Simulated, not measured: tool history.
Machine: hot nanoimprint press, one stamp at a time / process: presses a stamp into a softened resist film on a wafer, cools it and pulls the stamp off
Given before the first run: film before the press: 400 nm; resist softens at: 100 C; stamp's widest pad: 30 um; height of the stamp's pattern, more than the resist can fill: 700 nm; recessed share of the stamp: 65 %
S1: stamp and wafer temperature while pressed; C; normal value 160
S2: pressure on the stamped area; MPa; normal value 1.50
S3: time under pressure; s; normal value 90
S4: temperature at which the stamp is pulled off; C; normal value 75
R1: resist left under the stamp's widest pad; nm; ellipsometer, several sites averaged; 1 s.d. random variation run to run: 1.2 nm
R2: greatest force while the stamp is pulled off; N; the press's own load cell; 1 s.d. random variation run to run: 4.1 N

{"run": 1, "hour": 0.0, "S1": 160, "S2": 1.5, "S3": 90, "S4": 75, "R1": 185.7, "R2": 224}
{"run": 2, "hour": 14.6, "S1": 152, "S2": 1.5, "S3": 90, "S4": 75, "R1": 251.3, "R2": 219}
{"run": 3, "hour": 28.9, "S1": 152, "S2": 1.5, "S3": 90, "S4": 75, "R1": 253.5, "R2": 225}
{"run": 4, "hour": 44.0, "S1": 160, "S2": 1.18, "S3": 90, "S4": 75, "R1": 206.7, "R2": 228}
{"run": 5, "hour": 55.5, "S1": 160, "S2": 1.5, "S3": 90, "S4": 75, "R1": 186.3, "R2": 226}
{"run": 6, "hour": 77.0, "S1": 160, "S2": 1.5, "S3": 90, "S4": 75, "R1": 185.8, "R2": 234}
{"run": 7, "hour": 94.0, "S1": 160, "S2": 1.5, "S3": 90, "S4": 69, "R1": 185.3, "R2": 255}
{"run": 8, "hour": 119.8, "S1": 160, "S2": 1.5, "S3": 90, "S4": 75, "R1": 185.1, "R2": 223}
{"hour": 124.9, "done": "plate thermocouple calibrated"}
{"run": 9, "hour": 135.5, "S1": 152, "S2": 1.5, "S3": 90, "S4": 74, "R1": 258.3, "R2": 237}
{"run": 10, "hour": 155.6, "S1": 152, "S2": 1.5, "S3": 90, "S4": 74, "R1": 260.3, "R2": 240}
{"run": 11, "hour": 167.4, "S1": 163, "S2": 1.11, "S3": 77, "S4": 69, "R1": 206.5, "R2": 263}
{"run": 12, "hour": 179.2, "S1": 163, "S2": 1.11, "S3": 77, "S4": 65, "R1": 206.5, "R2": 283}
{"run": 13, "hour": 197.5, "S1": 160, "S2": 1.5, "S3": 113, "S4": 81, "R1": 176.6, "R2": 200}
{"hour": 205.2, "done": "plate thermocouple calibrated, once more"}
{"run": 14, "hour": 219.4, "S1": 160, "S2": 1.5, "S3": 113, "S4": 81, "R1": 164.9, "R2": 189}
{"run": 15, "hour": 242.5, "S1": 160, "S2": 1.5, "S3": 113, "S4": 81, "R1": 166.1, "R2": 200}
{"run": 16, "hour": 270.4, "S1": 171, "S2": 2.15, "S3": 174, "S4": 72, "R1": 73.1, "R2": 249}

What if the next run were any one of these 5? Each begins from the tool's condition after run 16:
{"run": "A", "hour": 293.6, "S1": 148, "S2": 2.04, "S3": 174, "S4": 70, "R1": "?", "R2": "?"}
{"run": "B", "hour": 293.6, "S1": 171, "S2": 1.56, "S3": 174, "S4": 72, "R1": "?", "R2": "?"}
{"run": "C", "hour": 293.6, "S1": 154, "S2": 1.5, "S3": 64, "S4": 75, "R1": "?", "R2": "?"}
{"run": "D", "hour": 293.6, "S1": 149, "S2": 1.5, "S3": 90, "S4": 75, "R1": "?", "R2": "?"}
{"run": "E", "hour": 293.6, "S1": 169, "S2": 1.36, "S3": 90, "S4": 75, "R1": "?", "R2": "?"}

run=A R1=207.2 R2=257
run=B R1=86.7 R2=250
run=C R1=254.7 R2=237
run=D R1=274.9 R2=226
run=E R1=132.5 R2=240
The same runs, with their run-to-run variation unchanged, on a tool lacking any hidden condition would have given:
run=A R1=202.7 R2=222
run=B R1=85.0 R2=215
run=C R1=251.0 R2=204
run=D R1=271.1 R2=195
run=E R1=130.2 R2=206
